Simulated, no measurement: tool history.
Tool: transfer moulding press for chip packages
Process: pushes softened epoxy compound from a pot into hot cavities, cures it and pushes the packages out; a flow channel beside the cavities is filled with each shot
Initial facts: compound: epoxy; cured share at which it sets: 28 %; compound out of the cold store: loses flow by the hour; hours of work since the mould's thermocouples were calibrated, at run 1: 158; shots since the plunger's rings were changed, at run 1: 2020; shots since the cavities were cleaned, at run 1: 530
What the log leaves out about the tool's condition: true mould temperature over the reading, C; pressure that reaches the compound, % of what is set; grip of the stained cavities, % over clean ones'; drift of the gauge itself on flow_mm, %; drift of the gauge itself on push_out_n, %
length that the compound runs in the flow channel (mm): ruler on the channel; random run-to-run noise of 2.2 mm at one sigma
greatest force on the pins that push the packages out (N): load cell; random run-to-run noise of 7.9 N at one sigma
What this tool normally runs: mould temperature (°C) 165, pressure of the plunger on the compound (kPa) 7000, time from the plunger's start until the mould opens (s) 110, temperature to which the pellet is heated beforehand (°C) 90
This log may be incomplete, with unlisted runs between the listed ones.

run	hour	mould temperature (°C)	pressure of the plunger on the compound (kPa)	time from the plunger's start until the mould opens (s)	temperature to which the pellet is heated beforehand (°C)	hours of work since the mould's thermocouples were calibrated	shots since the plunger's rings were changed	shots since the cavities were cleaned	incoming compound's hours out of the cold store	length that the compound runs in the flow channel (mm)	greatest force on the pins that push the packages out (N)
1	0.0	165	7000	110	90	158	2020	530	22.6	661	472
2	8.3	165	7000	110	90	162	2094	604	35.9	605	482
3	15.0	165	7000	110	90	165	2154	664	40.9	592	495
4	23.5	165	7000	110	90	170	2230	740	41.9	587	503
5	31.4	165	7000	110	90	173	2301	811	9.4	717	537
# hour 34.1: cavities cleaned with cleaning compound and waxed
6	43.1	165	7000	103	90	179	2392	80	29.3	632	386
7	56.2	165	7000	103	90	185	2510	198	9.6	717	444
8	67.6	165	7000	110	90	191	2611	299	29.7	632	422
9	79.7	165	7000	110	90	197	2720	408	8.1	721	474
10	93.0	170	7000	110	90	203	2838	526	21.7	641	412
11	106.4	164	7000	110	90	210	2959	647	29.6	629	524
12	114.8	164	7000	110	90	214	3033	721	37.6	598	519
13	122.6	164	7000	110	90	218	3103	791	33.8	615	521
# hour 127.6: cavities cleaned with cleaning compound and waxed
14	135.5	164	7000	110	90	224	3205	70	32.1	621	346
15	149.6	169	7000	110	90	231	3332	197	46.6	549	354
16	161.8	169	7000	110	90	237	3441	306	9.2	691	388
17	172.4	169	7000	110	90	242	3536	401	46.7	547	394
# hour 179.8: plunger's sealing rings changed
18	188.4	169	7000	110	90	249	76	521	11.9	705	447
19	195.1	161	6410	147	95	252	136	581	21.0	664	447
20	203.2	161	6410	147	95	256	208	653	18.4	674	461
21	211.9	161	6410	147	95	260	286	731	38.9	596	459
22	219.0	161	6410	147	95	264	350	795	41.1	579	468
# hour 223.5: cavities cleaned with cleaning compound and waxed
23	227.9	161	6320	100	93	268	416	40	16.5	677	535
24	239.5	165	7690	110	83	273	519	143	36.6	646	375
25	245.5	165	7000	95	87	276	574	198	37.7	610	449
26	256.4	165	7000	95	87	282	671	295	31.3	635	504
27	269.8	165	7000	95	87	289	791	415	23.4	665	553
28	283.8	165	7000	99	98	295	916	540	12.5	708	550
29	290.0	163	7000	99	95	299	971	595	33.8	628	618

Measured less the same run without the tool's hidden state. The same run-to-run variation is in both; the gauge's scatter may not be:
run	length that the compound runs in the flow channel (mm)	greatest force on the pins that push the packages out (N)
1	-16	+138
2	-15	+151
3	-14	+161
4	-16	+171
5	-19	+188
6	-17	+25
7	-21	+65
8	-20	+89
9	-23	+118
10	-21	+125
11	-21	+167
12	-22	+175
13	-22	+184
14	-23	+21
15	-22	+61
16	-28	+86
17	-22	+104
18	-4	+131
19	-4	+143
20	-5	+153
21	-4	+161
22	-5	+167
23	-6	+0
24	-7	+41
25	-7	+62
26	-7	+97
27	-8	+134
28	-10	+157
29	-9	+183
